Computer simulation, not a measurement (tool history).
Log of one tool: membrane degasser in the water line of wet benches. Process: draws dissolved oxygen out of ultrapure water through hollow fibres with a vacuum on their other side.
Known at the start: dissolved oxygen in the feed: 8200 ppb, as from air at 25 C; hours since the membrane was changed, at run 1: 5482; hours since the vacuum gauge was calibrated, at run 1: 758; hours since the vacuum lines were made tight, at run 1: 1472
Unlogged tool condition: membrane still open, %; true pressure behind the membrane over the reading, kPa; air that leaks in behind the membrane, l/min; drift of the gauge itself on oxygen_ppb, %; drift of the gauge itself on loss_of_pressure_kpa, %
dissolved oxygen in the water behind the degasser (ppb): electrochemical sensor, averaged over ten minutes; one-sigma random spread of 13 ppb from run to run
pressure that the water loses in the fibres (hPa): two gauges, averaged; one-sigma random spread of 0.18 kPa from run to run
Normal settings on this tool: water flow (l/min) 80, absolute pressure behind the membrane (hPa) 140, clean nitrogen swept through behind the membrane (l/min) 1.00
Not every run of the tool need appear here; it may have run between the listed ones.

run    hour  water flow (l/min)  absolute pressure behind the membrane (hPa)  clean nitrogen swept through behind the membrane (l/min)  hours since the membrane was changed  hours since the vacuum gauge was calibrated  hours since the vacuum lines were made tight  dissolved oxygen in the water behind the degasser (ppb)  pressure that the water loses in the fibres (hPa)
  1     0.0                  80                                          140                                                      1.00                                  5482                                          758                                          1472                                                   1516.8                                              344.6
  2    76.0                  80                                          140                                                      1.00                                  5558                                          834                                          1548                                                   1514.1                                              346.1
  3   160.1                  80                                          140                                                      1.00                                  5642                                          918                                          1632                                                   1471.7                                              345.8
  4   289.4                  80                                          140                                                      1.00                                  5772                                         1047                                          1761                                                   1515.2                                              344.8
  5   402.4                  80                                          140                                                      1.00                                  5885                                         1160                                          1874                                                   1513.0                                              341.0
  6   525.6                  80                                          140                                                      1.00                                  6008                                         1283                                          1997                                                   1487.9                                              344.6
  7   622.9                  80                                          106                                                      0.64                                  6105                                         1381                                          2095                                                   1440.7                                              349.3
  8   690.7                 118                                          106                                                      0.80                                  6173                                         1449                                          2163                                                   1820.9                                              510.9
  9   803.4                  95                                          325                                                      2.50                                  6286                                         1561                                          2275                                                   2127.0                                              412.2
 10   878.9                  59                                          140                                                      1.60                                  6361                                         1637                                          2351                                                    879.4                                              257.6
 11   966.6                  59                                          140                                                      1.60                                  6449                                         1724                                          2439                                                    882.3                                              258.2
 12  1053.2                 102                                          121                                                      1.09                                  6535                                         1811                                          2525                                                   1612.7                                              444.0

Predict each of these 3 candidate next runs independently; none follows another, all start after run 12:
  A  1157.7                  55                                          121                                                      1.09                                  6640                                         1916                                          2630                                                        ?                                                  ?
  B  1157.7                  54                                          243                                                      1.09                                  6640                                         1916                                          2630                                                        ?                                                  ?
  C  1157.7                  49                                          121                                                      1.95                                  6640                                         1916                                          2630                                                        ?                                                  ?

run  dissolved oxygen in the water behind the degasser (ppb)  pressure that the water loses in the fibres (hPa)
  A                                                    908.3                                              242.0
  B                                                   1740.3                                              237.9
  C                                                    534.7                                              215.2
With no hidden state in the tool, these same runs would have given:
run  dissolved oxygen in the water behind the degasser (ppb)  pressure that the water loses in the fibres (hPa)
  A                                                    861.9                                              222.9
  B                                                   1703.9                                              219.1
  C                                                    500.2                                              198.2

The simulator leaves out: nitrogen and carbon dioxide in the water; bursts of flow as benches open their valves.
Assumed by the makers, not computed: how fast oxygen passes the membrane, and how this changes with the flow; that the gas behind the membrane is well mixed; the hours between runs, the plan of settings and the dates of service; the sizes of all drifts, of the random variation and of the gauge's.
